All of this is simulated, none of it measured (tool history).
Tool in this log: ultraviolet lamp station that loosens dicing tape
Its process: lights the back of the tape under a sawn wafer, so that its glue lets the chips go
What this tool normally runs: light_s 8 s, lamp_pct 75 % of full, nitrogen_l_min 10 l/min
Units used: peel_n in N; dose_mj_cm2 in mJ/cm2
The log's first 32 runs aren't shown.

{"run": 33, "hour": 655.5, "light_s": 8, "lamp_pct": 75, "nitrogen_l_min": 6, "peel_n": 0.537, "dose_mj_cm2": 266}
{"run": 34, "hour": 675.8, "light_s": 8, "lamp_pct": 75, "nitrogen_l_min": 6, "peel_n": 0.528, "dose_mj_cm2": 261}
{"run": 35, "hour": 700.2, "light_s": 8, "lamp_pct": 75, "nitrogen_l_min": 5, "peel_n": 0.605, "dose_mj_cm2": 261}
{"run": 36, "hour": 722.1, "light_s": 8, "lamp_pct": 85, "nitrogen_l_min": 8, "peel_n": 0.341, "dose_mj_cm2": 294}
{"run": 37, "hour": 746.5, "light_s": 14, "lamp_pct": 87, "nitrogen_l_min": 7, "peel_n": 0.131, "dose_mj_cm2": 523}
{"run": 38, "hour": 767.3, "light_s": 8, "lamp_pct": 89, "nitrogen_l_min": 16, "peel_n": 0.212, "dose_mj_cm2": 305}
{"run": 39, "hour": 782.6, "light_s": 5, "lamp_pct": 69, "nitrogen_l_min": 10, "peel_n": 0.97, "dose_mj_cm2": 149}
{"run": 40, "hour": 800.5, "light_s": 5, "lamp_pct": 69, "nitrogen_l_min": 10, "peel_n": 0.983, "dose_mj_cm2": 144}
{"run": 41, "hour": 817.9, "light_s": 6, "lamp_pct": 75, "nitrogen_l_min": 3, "peel_n": 1.143, "dose_mj_cm2": 194}
{"run": 42, "hour": 835.2, "light_s": 7, "lamp_pct": 87, "nitrogen_l_min": 10, "peel_n": 0.396, "dose_mj_cm2": 258}

Consider 4 possible next runs. They are alternatives, not a sequence: every one starts from the tool as it was left by run 42. What does each give?
{"run": "A", "hour": 853.4, "light_s": 6, "lamp_pct": 91, "nitrogen_l_min": 10, "peel_n": "?", "dose_mj_cm2": "?"}
{"run": "B", "hour": 853.4, "light_s": 15, "lamp_pct": 75, "nitrogen_l_min": 13, "peel_n": "?", "dose_mj_cm2": "?"}
{"run": "C", "hour": 853.4, "light_s": 7, "lamp_pct": 87, "nitrogen_l_min": 3, "peel_n": "?", "dose_mj_cm2": "?"}
{"run": "D", "hour": 853.4, "light_s": 11, "lamp_pct": 75, "nitrogen_l_min": 10, "peel_n": "?", "dose_mj_cm2": "?"}

run=A peel_n=0.495 dose_mj_cm2=231
run=B peel_n=0.107 dose_mj_cm2=473
run=C peel_n=0.816 dose_mj_cm2=257
run=D peel_n=0.216 dose_mj_cm2=344
With the hidden condition removed and each run's random variation left untouched, the same runs would have given:
run=A peel_n=0.333 dose_mj_cm2=285
run=B peel_n=0.091 dose_mj_cm2=583
run=C peel_n=0.578 dose_mj_cm2=317
run=D peel_n=0.148 dose_mj_cm2=424

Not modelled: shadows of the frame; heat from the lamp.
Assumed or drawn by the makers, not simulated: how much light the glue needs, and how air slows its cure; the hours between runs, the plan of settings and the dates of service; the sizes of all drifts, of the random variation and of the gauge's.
